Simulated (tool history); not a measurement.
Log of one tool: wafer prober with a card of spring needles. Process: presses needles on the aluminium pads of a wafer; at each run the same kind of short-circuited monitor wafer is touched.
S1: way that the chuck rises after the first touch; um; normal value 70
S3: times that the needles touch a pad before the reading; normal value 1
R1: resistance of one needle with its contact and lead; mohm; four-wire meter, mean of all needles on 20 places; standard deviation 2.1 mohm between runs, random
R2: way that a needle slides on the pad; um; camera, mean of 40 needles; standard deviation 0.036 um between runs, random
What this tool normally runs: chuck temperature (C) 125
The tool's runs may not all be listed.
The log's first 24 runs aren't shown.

{"run": 25, "hour": 326.9, "S1": 58, "chuck temperature (C)": 107, "S3": 1, "R1": 451, "R2": 11.45}
{"hour": 328.8, "done": "tips cleaned on abrasive film"}
{"run": 26, "hour": 346.6, "S1": 65, "chuck temperature (C)": 46, "S3": 2, "R1": 328, "R2": 12.75}
{"hour": 348.3, "done": "tips cleaned on abrasive film"}
{"run": 27, "hour": 360.2, "S1": 74, "chuck temperature (C)": 30, "S3": 2, "R1": 278, "R2": 14.59}
{"hour": 368.5, "done": "tips cleaned on abrasive film"}
{"run": 28, "hour": 371.8, "S1": 68, "chuck temperature (C)": 29, "S3": 1, "R1": 266, "R2": 13.41}
{"run": 29, "hour": 384.6, "S1": 58, "chuck temperature (C)": 43, "S3": 1, "R1": 440, "R2": 11.39}
{"hour": 388.5, "done": "tips cleaned on abrasive film"}
{"run": 30, "hour": 399.9, "S1": 79, "chuck temperature (C)": 45, "S3": 2, "R1": 273, "R2": 15.5}
{"hour": 408.9, "done": "tips cleaned on abrasive film"}
{"run": 31, "hour": 412.4, "S1": 55, "chuck temperature (C)": 51, "S3": 1, "R1": 316, "R2": 10.81}
{"hour": 429.1, "done": "tips cleaned on abrasive film"}
{"run": 32, "hour": 429.1, "S1": 72, "chuck temperature (C)": 51, "S3": 1, "R1": 229, "R2": 14.13}

Here are 4 independent what-if runs from the current tool condition. What would each one return?
{"run": "A", "hour": 447.7, "S1": 79, "chuck temperature (C)": 112, "S3": 1, "R1": "?", "R2": "?"}
{"run": "B", "hour": 447.7, "S1": 75, "chuck temperature (C)": 53, "S3": 2, "R1": "?", "R2": "?"}
{"run": "C", "hour": 447.7, "S1": 76, "chuck temperature (C)": 51, "S3": 1, "R1": "?", "R2": "?"}
{"run": "D", "hour": 447.7, "S1": 69, "chuck temperature (C)": 38, "S3": 1, "R1": "?", "R2": "?"}

run=A R1=347 R2=15.51
run=B R1=306 R2=14.73
run=C R1=363 R2=14.95
run=D R1=391 R2=13.53
What these runs would have given with no unlogged condition in the tool:
run=A R1=220 R2=15.71
run=B R1=211 R2=14.94
run=C R1=210 R2=15.15
run=D R1=207 R2=13.73
